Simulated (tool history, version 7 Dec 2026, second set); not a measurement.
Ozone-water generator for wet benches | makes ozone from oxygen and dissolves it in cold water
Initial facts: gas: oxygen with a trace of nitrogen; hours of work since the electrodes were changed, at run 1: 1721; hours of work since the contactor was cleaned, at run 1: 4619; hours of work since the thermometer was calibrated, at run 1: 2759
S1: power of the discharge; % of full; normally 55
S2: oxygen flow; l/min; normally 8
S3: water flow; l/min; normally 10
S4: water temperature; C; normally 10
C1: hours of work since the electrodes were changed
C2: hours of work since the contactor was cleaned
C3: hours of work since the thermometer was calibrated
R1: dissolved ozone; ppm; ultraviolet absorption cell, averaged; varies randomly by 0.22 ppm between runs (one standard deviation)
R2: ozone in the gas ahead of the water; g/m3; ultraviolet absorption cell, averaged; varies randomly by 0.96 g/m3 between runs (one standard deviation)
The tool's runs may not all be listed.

run 1 hour=0 | S1=55 S2=8 S3=10 S4=10 | C1=1721 C2=4619 C3=2759 | R1=31 R2=161.8
run 2 hour=53.1 | S1=55 S2=8 S3=10 S4=10 | C1=1774 C2=4671 C3=2811 | R1=31.1 R2=160.7
run 3 hour=132.2 | S1=55 S2=8 S3=10 S4=8 | C1=1852 C2=4750 C3=2889 | R1=32.8 R2=159.2
run 4 hour=189.3 | S1=55 S2=8 S3=10 S4=10 | C1=1909 C2=4806 C3=2946 | R1=31 R2=160.6
run 5 hour=299.9 | S1=55 S2=8 S3=10 S4=10 | C1=2018 C2=4916 C3=3055 | R1=31.2 R2=159.9
run 6 hour=355.1 | S1=55 S2=8 S3=10 S4=10 | C1=2073 C2=4970 C3=3110 | R1=31 R2=160.8
run 7 hour=474.6 | S1=55 S2=8 S3=8 S4=10 | C1=2191 C2=5088 C3=3228 | R1=36.2 R2=160.2
run 8 hour=538.4 | S1=55 S2=8 S3=10 S4=10 | C1=2254 C2=5152 C3=3291 | R1=31.1 R2=160.5
run 9 hour=599.6 | S1=55 S2=8 S3=10 S4=10 | C1=2315 C2=5212 C3=3352 | R1=31.1 R2=159.7
run 10 hour=697.3 | S1=55 S2=8 S3=10 S4=10 | C1=2412 C2=5309 C3=3449 | R1=30.6 R2=161.5
run 11 hour=781.9 | S1=55 S2=8 S3=10 S4=10 | C1=2495 C2=5393 C3=3533 | R1=30.6 R2=158.5
run 12 hour=886.5 | S1=55 S2=8 S3=10 S4=10 | C1=2599 C2=5496 C3=3636 | R1=30.8 R2=159.4
run 13 hour=965 | S1=55 S2=8 S3=10 S4=10 | C1=2677 C2=5574 C3=3714 | R1=30.3 R2=160.5
run 14 hour=1050 | S1=55 S2=8 S3=10 S4=10 | C1=2761 C2=5658 C3=3798 | R1=30.7 R2=157.7
run 15 hour=1143.5 | S1=55 S2=8 S3=10 S4=10 | C1=2853 C2=5751 C3=3890 | R1=30.8 R2=157.7
run 16 hour=1202 | S1=61 S2=8 S3=10 S4=10 | C1=2911 C2=5809 C3=3948 | R1=32.3 R2=168.6
run 17 hour=1308.1 | S1=61 S2=8 S3=10 S4=10 | C1=3016 C2=5914 C3=4053 | R1=32.2 R2=167.5
run 18 hour=1392.5 | S1=61 S2=8 S3=10 S4=10 | C1=3100 C2=5997 C3=4137 | R1=32.2 R2=169
run 19 hour=1503.2 | S1=61 S2=13.83 S3=11 S4=5 | C1=3209 C2=6107 C3=4246 | R1=33.1 R2=140.6
run 20 hour=1616.3 | S1=61 S2=13.83 S3=11 S4=5 | C1=3321 C2=6219 C3=4358 | R1=33.2 R2=139.5
run 21 hour=1734 | S1=61 S2=13.83 S3=11 S4=5 | C1=3438 C2=6335 C3=4475 | R1=33.1 R2=141.8
run 22 hour=1854.5 | S1=76 S2=8 S3=10 S4=13 | C1=3557 C2=6454 C3=4594 | R1=33.2 R2=189.1
run 23 hour=1943.7 | S1=86 S2=14.07 S3=10 S4=18 | C1=3645 C2=6543 C3=4683 | R1=30.4 R2=168.3
run 24 hour=2003 | S1=86 S2=14.07 S3=10 S4=18 | C1=3704 C2=6601 C3=4741 | R1=30.8 R2=166.4
run 25 hour=2106.3 | S1=86 S2=8.81 S3=10 S4=18 | C1=3806 C2=6704 C3=4843 | R1=31.7 R2=193.9
run 26 hour=2159.8 | S1=86 S2=8.81 S3=10 S4=18 | C1=3859 C2=6757 C3=4896 | R1=31.7 R2=194.8
run 27 hour=2246.7 | S1=92 S2=12.67 S3=8 S4=7 | C1=3945 C2=6843 C3=4982 | R1=46.7 R2=177.9
run 28 hour=2343.6 | S1=55 S2=8 S3=11 S4=11 | C1=4041 C2=6939 C3=5078 | R1=26.8 R2=155.9
run 29 hour=2417.2 | S1=55 S2=8 S3=11 S4=11 | C1=4114 C2=7011 C3=5151 | R1=26.7 R2=158.4
run 30 hour=2476 | S1=55 S2=8 S3=11 S4=11 | C1=4172 C2=7070 C3=5209 | R1=27.1 R2=155.4
run 31 hour=2558.3 | S1=55 S2=8 S3=11 S4=10 | C1=4254 C2=7151 C3=5291 | R1=27.7 R2=156.4
run 32 hour=2636.4 | S1=76 S2=4.39 S3=10 S4=10 | C1=4331 C2=7228 C3=5368 | R1=33.4 R2=226.8
run 33 hour=2748.8 | S1=48 S2=9.93 S3=14 S4=13 | C1=4442 C2=7340 C3=5479 | R1=20 R2=134.8

Forecast each of these 4 alternatives for the next run:
-- hour=2757.3 water thermometer calibrated
run A hour=2855.4 | S1=55 S2=6.16 S3=11 S4=10 | C1=4547 C2=7445 C3=97 | R1=? R2=?
-- hour=2757.3 water thermometer calibrated
run B hour=2855.4 | S1=99 S2=9.93 S3=14 S4=5 | C1=4547 C2=7445 C3=97 | R1=? R2=?
-- hour=2757.3 water thermometer calibrated
run C hour=2855.4 | S1=48 S2=5.26 S3=14 S4=7 | C1=4547 C2=7445 C3=97 | R1=? R2=?
-- hour=2757.3 water thermometer calibrated
run D hour=2855.4 | S1=55 S2=8.42 S3=10 S4=10 | C1=4547 C2=7445 C3=97 | R1=? R2=?

run=A R1=27.3 R2=168.1
run=B R1=34.8 R2=200.6
run=C R1=20.5 R2=164.6
run=D R1=29.7 R2=153.4
Take away the tool's hidden state, keep each run's random variation, and the runs would have read:
run=A R1=30.7 R2=175.9
run=B R1=40.2 R2=213.5
run=C R1=23.2 R2=171.7
run=D R1=33.3 R2=160.6
